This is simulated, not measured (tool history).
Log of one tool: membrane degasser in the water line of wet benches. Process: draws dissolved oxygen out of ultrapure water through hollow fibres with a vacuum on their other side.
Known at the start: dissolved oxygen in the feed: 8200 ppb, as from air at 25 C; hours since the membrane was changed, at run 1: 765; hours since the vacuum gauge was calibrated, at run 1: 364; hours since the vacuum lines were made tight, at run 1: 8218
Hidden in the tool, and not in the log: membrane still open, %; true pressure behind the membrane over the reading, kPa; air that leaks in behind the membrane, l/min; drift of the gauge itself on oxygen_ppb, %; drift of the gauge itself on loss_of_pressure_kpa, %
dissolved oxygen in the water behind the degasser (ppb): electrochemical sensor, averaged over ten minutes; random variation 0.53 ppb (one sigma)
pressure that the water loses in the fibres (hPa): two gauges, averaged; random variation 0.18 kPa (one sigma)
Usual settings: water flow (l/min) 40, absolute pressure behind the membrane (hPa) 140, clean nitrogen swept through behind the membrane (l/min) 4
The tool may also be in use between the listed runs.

| run | hour | water flow (l/min) | absolute pressure behind the membrane (hPa) | clean nitrogen swept through behind the membrane (l/min) | hours since the membrane was changed | hours since the vacuum gauge was calibrated | hours since the vacuum lines were made tight | dissolved oxygen in the water behind the degasser (ppb) | pressure that the water loses in the fibres (hPa) |
|---|---|---|---|---|---|---|---|---|---|
| 1 | 0 | 40 | 140 | 4 | 765 | 364 | 8218 | 262.3 | 509.9 |
| 2 | 110.9 | 40 | 140 | 6.19 | 876 | 475 | 8329 | 179.6 | 511.3 |
| 3 | 226.9 | 40 | 140 | 4 | 992 | 591 | 8445 | 261.7 | 509.1 |
| 4 | 334.2 | 40 | 140 | 4 | 1099 | 698 | 8552 | 261.8 | 512.2 |
| 5 | 402.4 | 40 | 140 | 4 | 1167 | 766 | 8621 | 262.5 | 512.3 |
| 6 | 497 | 40 | 140 | 4 | 1262 | 861 | 8715 | 263.1 | 512.4 |
| 7 | 593.8 | 44 | 140 | 4 | 1359 | 958 | 8812 | 293.9 | 559.2 |
| 8 | 699.4 | 44 | 140 | 4 | 1464 | 1063 | 8918 | 293.2 | 563.9 |
| 9 | 811.2 | 40 | 140 | 4 | 1576 | 1175 | 9030 | 263.5 | 512 |
| 10 | 913.9 | 40 | 140 | 4 | 1679 | 1278 | 9132 | 262.8 | 510.8 |
| 11 | 1030.6 | 40 | 140 | 4 | 1795 | 1395 | 9249 | 263.8 | 511.2 |
| 12 | 1101.3 | 26 | 140 | 4 | 1866 | 1465 | 9320 | 168.8 | 331.3 |
| 13 | 1219.1 | 26 | 140 | 4 | 1984 | 1583 | 9437 | 168.8 | 334.5 |
| 14 | 1313.5 | 26 | 140 | 4 | 2078 | 1678 | 9532 | 169.4 | 332.8 |
| 15 | 1419.4 | 26 | 140 | 4 | 2184 | 1783 | 9638 | 169.2 | 333.7 |
| 16 | 1481.6 | 40 | 140 | 4 | 2246 | 1846 | 9700 | 263.6 | 513.2 |
| 17 | 1552.8 | 40 | 140 | 4 | 2318 | 1917 | 9771 | 264.3 | 511.6 |
| 18 | 1613.8 | 62 | 90 | 4 | 2379 | 1978 | 9832 | 305 | 795.6 |
| 19 | 1686.4 | 45 | 140 | 4 | 2451 | 2050 | 9905 | 303.3 | 580.7 |
| 20 | 1782.2 | 29 | 140 | 2.35 | 2547 | 2146 | 10000 | 306.7 | 374.8 |
|  | 1815.4 | seals of the vacuum lines changed |
| 21 | 1860 | 29 | 301 | 7.9 | 2623 | 2222 | 45 | 237.7 | 374.4 |
| 22 | 1936.2 | 40 | 115 | 3.28 | 2699 | 2298 | 121 | 246.6 | 518.4 |
| 23 | 2049 | 54 | 140 | 4 | 2812 | 2411 | 234 | 383.8 | 693.7 |
| 24 | 2132.7 | 58 | 140 | 2.99 | 2895 | 2495 | 317 | 524.8 | 747.1 |
| 25 | 2228.1 | 40 | 296 | 6.22 | 2991 | 2590 | 413 | 405.7 | 514.5 |
| 26 | 2333.1 | 57 | 180 | 4.17 | 3096 | 2695 | 518 | 516.5 | 730.3 |
| 27 | 2434.8 | 57 | 210 | 6.74 | 3198 | 2797 | 619 | 418.8 | 732.5 |
| 28 | 2521.5 | 57 | 210 | 6.74 | 3284 | 2884 | 706 | 418.5 | 731.9 |
| 29 | 2589.1 | 41 | 258 | 2.8 | 3352 | 2951 | 774 | 715.1 | 528.6 |
| 30 | 2642.2 | 63 | 140 | 7.34 | 3405 | 3004 | 827 | 325.2 | 812.6 |
| 31 | 2718 | 63 | 140 | 2.66 | 3481 | 3080 | 903 | 632.3 | 809.1 |
| 32 | 2781.9 | 32 | 201 | 4 | 3545 | 3144 | 966 | 317.7 | 413.5 |

Measured less the same run without the tool's hidden state. The same run-to-run variation is in both; the gauge's scatter may not be:
| run | dissolved oxygen in the water behind the degasser (ppb) | pressure that the water loses in the fibres (hPa) |
|---|---|---|
| 1 | +1.4 | +1.7 |
| 2 | +1.2 | +2 |
| 3 | +1.7 | +2.3 |
| 4 | +1.8 | +2.6 |
| 5 | +1.9 | +2.7 |
| 6 | +2.1 | +3 |
| 7 | +2.5 | +3.5 |
| 8 | +2.6 | +3.8 |
| 9 | +2.5 | +3.7 |
| 10 | +2.6 | +3.9 |
| 11 | +2.7 | +4.3 |
| 12 | +2 | +2.9 |
| 13 | +2.1 | +3.1 |
| 14 | +2.2 | +3.3 |
| 15 | +2.2 | +3.4 |
| 16 | +3.3 | +5.3 |
| 17 | +3.4 | +5.5 |
| 18 | +7.3 | +8.8 |
| 19 | +4.2 | +6.6 |
| 20 | +3.8 | +4.4 |
| 21 | +1 | +4.5 |
| 22 | +3.1 | +6.4 |
| 23 | +5.9 | +9 |
| 24 | +7.7 | +10.1 |
| 25 | +2.6 | +7.2 |
| 26 | +7.1 | +10.5 |
| 27 | +6.7 | +10.9 |
| 28 | +6.9 | +11.3 |
| 29 | +4.5 | +8.3 |
| 30 | +9.1 | +12.9 |
| 31 | +11.5 | +13.2 |
| 32 | +2.6 | +6.8 |
